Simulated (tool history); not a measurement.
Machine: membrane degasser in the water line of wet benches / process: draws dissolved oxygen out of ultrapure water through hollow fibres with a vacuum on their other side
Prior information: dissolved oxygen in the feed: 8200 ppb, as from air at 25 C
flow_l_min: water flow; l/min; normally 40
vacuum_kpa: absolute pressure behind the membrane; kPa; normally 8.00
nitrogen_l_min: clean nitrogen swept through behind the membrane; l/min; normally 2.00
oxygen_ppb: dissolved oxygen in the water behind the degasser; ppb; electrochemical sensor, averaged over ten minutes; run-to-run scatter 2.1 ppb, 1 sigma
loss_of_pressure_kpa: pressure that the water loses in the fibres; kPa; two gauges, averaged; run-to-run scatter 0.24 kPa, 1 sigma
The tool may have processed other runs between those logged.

run,hour,flow_l_min,vacuum_kpa,nitrogen_l_min,oxygen_ppb,loss_of_pressure_kpa
1,0.0,40,8.00,2.00,214.0,62.61
2,185.6,40,8.00,2.00,211.2,62.26
3,323.8,40,8.00,2.00,208.7,62.51
4,493.4,40,8.00,2.00,211.4,62.21
5,591.6,25,8.00,2.00,139.9,38.91
6,784.6,25,8.00,2.00,136.7,39.33
7,922.7,40,8.00,2.00,212.7,61.59
8,1093.6,40,8.00,2.00,214.1,61.66
9,1271.6,40,8.00,2.00,215.6,62.10
10,1464.1,40,8.00,1.67,250.2,61.64
11,1570.4,40,8.00,1.67,248.1,61.79
12,1726.1,40,8.00,2.00,210.2,62.18
13,1874.4,40,8.00,2.17,197.3,61.93
14,2071.7,40,8.00,2.17,192.9,61.59
15,2184.0,40,8.00,2.17,199.0,61.66
16,2370.3,40,8.00,2.17,193.9,61.34
17,2517.3,38,12.16,2.00,364.9,58.72
18,2661.0,38,12.16,2.00,367.7,58.79
19,2777.5,38,18.35,1.80,652.2,58.21
20,2902.8,38,18.35,1.80,660.7,58.68
21,3084.6,38,18.35,1.80,658.9,58.06
22,3197.3,34,8.00,3.35,113.2,52.38
23,3350.0,34,8.00,3.35,114.8,52.24
# hour 3502.7: seals of the vacuum lines changed
# hour 3517.8: vacuum gauge calibrated
24,3526.9,34,8.00,3.35,114.9,52.48
25,3621.3,40,18.43,3.07,444.5,61.37
26,3716.7,45,6.32,1.65,183.3,68.83
27,3865.6,35,7.45,3.90,89.9,53.49
28,4025.1,35,11.14,3.90,165.9,53.88
29,4210.3,29,5.83,2.75,64.4,44.57
30,4332.9,29,5.83,2.75,66.1,44.39
31,4486.6,32,7.33,1.33,215.5,48.93
32,4575.9,44,7.33,1.20,303.4,67.01

3 ways to go on from here, each from the tool as it stands after run 32. What would each give?
A,4679.3,33,7.33,1.20,?,?
B,4679.3,49,9.09,1.20,?,?
C,4679.3,36,7.33,1.81,?,?

run,oxygen_ppb,loss_of_pressure_kpa
A,241.2,50.47
B,480.3,74.66
C,179.6,55.17
With the hidden condition removed and each run's random variation left untouched, the same runs would have given:
run,oxygen_ppb,loss_of_pressure_kpa
A,241.2,51.48
B,480.2,76.16
C,179.6,56.28
